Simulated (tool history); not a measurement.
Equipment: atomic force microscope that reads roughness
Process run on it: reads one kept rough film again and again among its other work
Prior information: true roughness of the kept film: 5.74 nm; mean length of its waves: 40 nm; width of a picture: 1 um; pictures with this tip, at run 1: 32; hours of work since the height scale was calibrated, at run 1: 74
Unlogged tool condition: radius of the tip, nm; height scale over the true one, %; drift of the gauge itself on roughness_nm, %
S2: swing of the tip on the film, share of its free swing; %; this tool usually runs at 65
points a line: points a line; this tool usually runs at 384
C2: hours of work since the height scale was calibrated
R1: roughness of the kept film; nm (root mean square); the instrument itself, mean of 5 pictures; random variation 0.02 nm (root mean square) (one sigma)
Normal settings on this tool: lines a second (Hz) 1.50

run 1 day=0.000 | lines_a_second_(Hz)=1.50 S2=65 points_a_line=384 | pictures_with_this_tip=32 C2=74 | R1=4.968
run 2 day=0.417 | lines_a_second_(Hz)=1.50 S2=65 points_a_line=384 | pictures_with_this_tip=42 C2=80 | R1=5.024
run 3 day=1.121 | lines_a_second_(Hz)=0.61 S2=65 points_a_line=384 | pictures_with_this_tip=59 C2=91 | R1=5.124
run 4 day=1.900 | lines_a_second_(Hz)=0.61 S2=65 points_a_line=384 | pictures_with_this_tip=78 C2=102 | R1=5.131
run 5 day=2.550 | lines_a_second_(Hz)=2.03 S2=65 points_a_line=384 | pictures_with_this_tip=94 C2=112 | R1=4.927
run 6 day=2.983 | lines_a_second_(Hz)=1.50 S2=65 points_a_line=384 | pictures_with_this_tip=104 C2=118 | R1=5.012
run 7 day=3.350 | lines_a_second_(Hz)=1.50 S2=65 points_a_line=541 | pictures_with_this_tip=113 C2=124 | R1=5.013
run 8 day=3.771 | lines_a_second_(Hz)=1.50 S2=65 points_a_line=541 | pictures_with_this_tip=123 C2=130 | R1=5.026
run 9 day=4.208 | lines_a_second_(Hz)=1.50 S2=65 points_a_line=541 | pictures_with_this_tip=134 C2=136 | R1=5.009
-- day=4.850 new tip fitted
run 10 day=4.942 | lines_a_second_(Hz)=1.50 S2=65 points_a_line=541 | pictures_with_this_tip=2 C2=147 | R1=5.007
run 11 day=5.438 | lines_a_second_(Hz)=1.50 S2=65 points_a_line=541 | pictures_with_this_tip=14 C2=154 | R1=5.019
run 12 day=6.150 | lines_a_second_(Hz)=1.50 S2=65 points_a_line=541 | pictures_with_this_tip=31 C2=165 | R1=5.009
run 13 day=6.938 | lines_a_second_(Hz)=1.50 S2=65 points_a_line=541 | pictures_with_this_tip=50 C2=176 | R1=5.040
run 14 day=7.642 | lines_a_second_(Hz)=1.50 S2=57 points_a_line=384 | pictures_with_this_tip=68 C2=187 | R1=5.038
run 15 day=8.388 | lines_a_second_(Hz)=1.50 S2=57 points_a_line=384 | pictures_with_this_tip=86 C2=198 | R1=5.077
run 16 day=8.838 | lines_a_second_(Hz)=1.50 S2=57 points_a_line=384 | pictures_with_this_tip=96 C2=205 | R1=5.040
run 17 day=9.242 | lines_a_second_(Hz)=1.50 S2=57 points_a_line=384 | pictures_with_this_tip=106 C2=211 | R1=5.071
run 18 day=9.867 | lines_a_second_(Hz)=1.50 S2=65 points_a_line=384 | pictures_with_this_tip=121 C2=220 | R1=5.001
run 19 day=10.562 | lines_a_second_(Hz)=1.50 S2=65 points_a_line=384 | pictures_with_this_tip=138 C2=230 | R1=5.010
-- day=11.021 new tip fitted
run 20 day=11.271 | lines_a_second_(Hz)=1.50 S2=65 points_a_line=384 | pictures_with_this_tip=6 C2=240 | R1=5.031
run 21 day=11.771 | lines_a_second_(Hz)=1.50 S2=65 points_a_line=384 | pictures_with_this_tip=18 C2=248 | R1=5.020
run 22 day=12.354 | lines_a_second_(Hz)=0.87 S2=65 points_a_line=384 | pictures_with_this_tip=32 C2=256 | R1=5.033
run 23 day=12.958 | lines_a_second_(Hz)=0.87 S2=65 points_a_line=384 | pictures_with_this_tip=47 C2=265 | R1=5.061
run 24 day=13.288 | lines_a_second_(Hz)=0.87 S2=65 points_a_line=384 | pictures_with_this_tip=54 C2=270 | R1=5.068
run 25 day=13.988 | lines_a_second_(Hz)=0.87 S2=65 points_a_line=384 | pictures_with_this_tip=71 C2=281 | R1=5.081
run 26 day=14.583 | lines_a_second_(Hz)=0.87 S2=65 points_a_line=384 | pictures_with_this_tip=86 C2=289 | R1=5.020
run 27 day=15.025 | lines_a_second_(Hz)=0.87 S2=65 points_a_line=384 | pictures_with_this_tip=97 C2=296 | R1=5.093
run 28 day=15.817 | lines_a_second_(Hz)=0.93 S2=83 points_a_line=833 | pictures_with_this_tip=116 C2=308 | R1=4.899
run 29 day=16.296 | lines_a_second_(Hz)=1.50 S2=77 points_a_line=715 | pictures_with_this_tip=127 C2=315 | R1=4.820
run 30 day=16.688 | lines_a_second_(Hz)=1.09 S2=57 points_a_line=621 | pictures_with_this_tip=137 C2=321 | R1=5.110
run 31 day=17.138 | lines_a_second_(Hz)=1.09 S2=57 points_a_line=621 | pictures_with_this_tip=148 C2=327 | R1=5.099
-- day=17.225 new tip fitted
run 32 day=17.533 | lines_a_second_(Hz)=2.60 S2=65 points_a_line=641 | pictures_with_this_tip=8 C2=333 | R1=4.881
run 33 day=18.208 | lines_a_second_(Hz)=1.56 S2=65 points_a_line=271 | pictures_with_this_tip=24 C2=343 | R1=4.980
run 34 day=18.912 | lines_a_second_(Hz)=1.56 S2=65 points_a_line=271 | pictures_with_this_tip=41 C2=353 | R1=4.990
run 35 day=19.638 | lines_a_second_(Hz)=0.96 S2=56 points_a_line=449 | pictures_with_this_tip=59 C2=364 | R1=5.164
run 36 day=20.446 | lines_a_second_(Hz)=0.96 S2=56 points_a_line=449 | pictures_with_this_tip=78 C2=376 | R1=5.157
run 37 day=21.158 | lines_a_second_(Hz)=0.54 S2=83 points_a_line=449 | pictures_with_this_tip=95 C2=387 | R1=5.046
run 38 day=21.538 | lines_a_second_(Hz)=1.37 S2=74 points_a_line=257 | pictures_with_this_tip=105 C2=392 | R1=4.898
run 39 day=22.217 | lines_a_second_(Hz)=3.42 S2=82 points_a_line=842 | pictures_with_this_tip=121 C2=402 | R1=4.280
run 40 day=22.600 | lines_a_second_(Hz)=3.42 S2=82 points_a_line=842 | pictures_with_this_tip=130 C2=408 | R1=4.271
-- day=23.379 new tip fitted
run 41 day=23.379 | lines_a_second_(Hz)=0.73 S2=72 points_a_line=842 | pictures_with_this_tip=0 C2=419 | R1=5.110
run 42 day=23.842 | lines_a_second_(Hz)=0.73 S2=72 points_a_line=842 | pictures_with_this_tip=11 C2=426 | R1=5.089
run 43 day=24.175 | lines_a_second_(Hz)=0.73 S2=72 points_a_line=842 | pictures_with_this_tip=19 C2=431 | R1=5.090
run 44 day=24.896 | lines_a_second_(Hz)=1.57 S2=88 points_a_line=329 | pictures_with_this_tip=36 C2=442 | R1=4.565
run 45 day=25.588 | lines_a_second_(Hz)=3.92 S2=88 points_a_line=954 | pictures_with_this_tip=53 C2=452 | R1=3.905
run 46 day=26.004 | lines_a_second_(Hz)=1.31 S2=88 points_a_line=925 | pictures_with_this_tip=63 C2=458 | R1=4.693
run 47 day=26.821 | lines_a_second_(Hz)=1.63 S2=68 points_a_line=703 | pictures_with_this_tip=83 C2=470 | R1=4.929
run 48 day=27.375 | lines_a_second_(Hz)=1.12 S2=55 points_a_line=993 | pictures_with_this_tip=96 C2=478 | R1=5.143
run 49 day=28.092 | lines_a_second_(Hz)=1.12 S2=74 points_a_line=993 | pictures_with_this_tip=114 C2=489 | R1=4.952
run 50 day=28.467 | lines_a_second_(Hz)=1.12 S2=74 points_a_line=993 | pictures_with_this_tip=123 C2=495 | R1=5.003
run 51 day=29.250 | lines_a_second_(Hz)=2.60 S2=64 points_a_line=302 | pictures_with_this_tip=142 C2=506 | R1=4.853
-- day=29.625 new tip fitted
run 52 day=29.625 | lines_a_second_(Hz)=2.60 S2=64 points_a_line=302 | pictures_with_this_tip=0 C2=511 | R1=4.861
run 53 day=30.338 | lines_a_second_(Hz)=0.50 S2=64 points_a_line=928 | pictures_with_this_tip=17 C2=522 | R1=5.136

Take each entry between the runs: how does the hidden state at the last listed run before it differ from the hidden state at the first listed run after it?
Runs 9 to 10: new tip fitted (day 4.850)
  radius of the tip, nm: 7.2 -> 7
Runs 19 to 20: new tip fitted (day 11.021)
  radius of the tip, nm: 7.2 -> 7
Runs 31 to 32: new tip fitted (day 17.225)
  radius of the tip, nm: 7.2 -> 7
Runs 40 to 41: new tip fitted (day 23.379)
  radius of the tip, nm: 7.2 -> 7
Runs 51 to 52: new tip fitted (day 29.625)
  radius of the tip, nm: 7.2 -> 7
